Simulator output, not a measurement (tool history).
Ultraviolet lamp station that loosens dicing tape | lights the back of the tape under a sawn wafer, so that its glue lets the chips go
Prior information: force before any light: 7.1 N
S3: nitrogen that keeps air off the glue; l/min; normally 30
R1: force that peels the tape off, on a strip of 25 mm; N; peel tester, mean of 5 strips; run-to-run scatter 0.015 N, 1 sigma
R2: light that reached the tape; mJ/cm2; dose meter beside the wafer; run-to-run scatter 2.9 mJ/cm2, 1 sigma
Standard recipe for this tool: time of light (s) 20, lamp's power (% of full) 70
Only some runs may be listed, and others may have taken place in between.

{"run": 1, "hour": 0.0, "time of light (s)": 20, "lamp's power (% of full)": 70, "S3": 30, "R1": 0.913, "R2": 374}
{"run": 2, "hour": 51.0, "time of light (s)": 20, "lamp's power (% of full)": 70, "S3": 30, "R1": 0.97, "R2": 370}
{"run": 3, "hour": 94.0, "time of light (s)": 20, "lamp's power (% of full)": 70, "S3": 30, "R1": 0.988, "R2": 368}
{"run": 4, "hour": 167.4, "time of light (s)": 20, "lamp's power (% of full)": 70, "S3": 28, "R1": 1.029, "R2": 362}
{"run": 5, "hour": 204.6, "time of light (s)": 20, "lamp's power (% of full)": 70, "S3": 30, "R1": 1.038, "R2": 354}
{"run": 6, "hour": 254.0, "time of light (s)": 20, "lamp's power (% of full)": 70, "S3": 30, "R1": 1.132, "R2": 349}
{"run": 7, "hour": 318.0, "time of light (s)": 14, "lamp's power (% of full)": 70, "S3": 30, "R1": 1.795, "R2": 238}
{"run": 8, "hour": 350.9, "time of light (s)": 20, "lamp's power (% of full)": 70, "S3": 30, "R1": 1.164, "R2": 341}
{"run": 9, "hour": 384.7, "time of light (s)": 20, "lamp's power (% of full)": 70, "S3": 30, "R1": 1.148, "R2": 336}
{"run": 10, "hour": 437.6, "time of light (s)": 20, "lamp's power (% of full)": 70, "S3": 30, "R1": 1.164, "R2": 333}
{"run": 11, "hour": 500.5, "time of light (s)": 20, "lamp's power (% of full)": 80, "S3": 19, "R1": 1.265, "R2": 367}
{"run": 12, "hour": 554.1, "time of light (s)": 12, "lamp's power (% of full)": 96, "S3": 19, "R1": 1.98, "R2": 265}
{"run": 13, "hour": 590.9, "time of light (s)": 12, "lamp's power (% of full)": 81, "S3": 56, "R1": 1.66, "R2": 219}
{"run": 14, "hour": 641.4, "time of light (s)": 20, "lamp's power (% of full)": 76, "S3": 17, "R1": 1.544, "R2": 332}
{"run": 15, "hour": 695.6, "time of light (s)": 30, "lamp's power (% of full)": 70, "S3": 15, "R1": 1.013, "R2": 455}
{"hour": 712.0, "done": "window cleaned of glue's vapour"}
{"run": 16, "hour": 756.4, "time of light (s)": 30, "lamp's power (% of full)": 70, "S3": 12, "R1": 0.844, "R2": 541}
{"run": 17, "hour": 814.2, "time of light (s)": 18, "lamp's power (% of full)": 80, "S3": 14, "R1": 1.51, "R2": 363}
{"run": 18, "hour": 846.9, "time of light (s)": 13, "lamp's power (% of full)": 64, "S3": 55, "R1": 1.792, "R2": 211}
{"run": 19, "hour": 924.6, "time of light (s)": 20, "lamp's power (% of full)": 70, "S3": 15, "R1": 1.554, "R2": 338}
{"run": 20, "hour": 993.5, "time of light (s)": 20, "lamp's power (% of full)": 100, "S3": 58, "R1": 0.429, "R2": 487}

Difference, measured minus no-hidden-state, one row per run. Run-to-run variation is common to both terms; the gauge's own scatter need not be:
The hidden state here: lamp's light, % of a new lamp's; light that the window lets through, % of a clean one's; drift of the gauge itself on peel_n, %; drift of the gauge itself on dose_mj_cm2, %.
run=1 R1=+0.196 R2=-53
run=2 R1=+0.229 R2=-60
run=3 R1=+0.25 R2=-65
run=4 R1=+0.289 R2=-73
run=5 R1=+0.304 R2=-76
run=6 R1=+0.351 R2=-82
run=7 R1=+0.496 R2=-62
run=8 R1=+0.404 R2=-92
run=9 R1=+0.412 R2=-95
run=10 R1=+0.437 R2=-101
run=11 R1=+0.496 R2=-124
run=12 R1=+0.678 R2=-94
run=13 R1=+0.636 R2=-82
run=14 R1=+0.647 R2=-134
run=15 R1=+0.484 R2=-193
run=16 R1=+0.237 R2=-105
run=17 R1=+0.397 R2=-79
run=18 R1=+0.45 R2=-48
run=19 R1=+0.462 R2=-88
run=20 R1=+0.145 R2=-137

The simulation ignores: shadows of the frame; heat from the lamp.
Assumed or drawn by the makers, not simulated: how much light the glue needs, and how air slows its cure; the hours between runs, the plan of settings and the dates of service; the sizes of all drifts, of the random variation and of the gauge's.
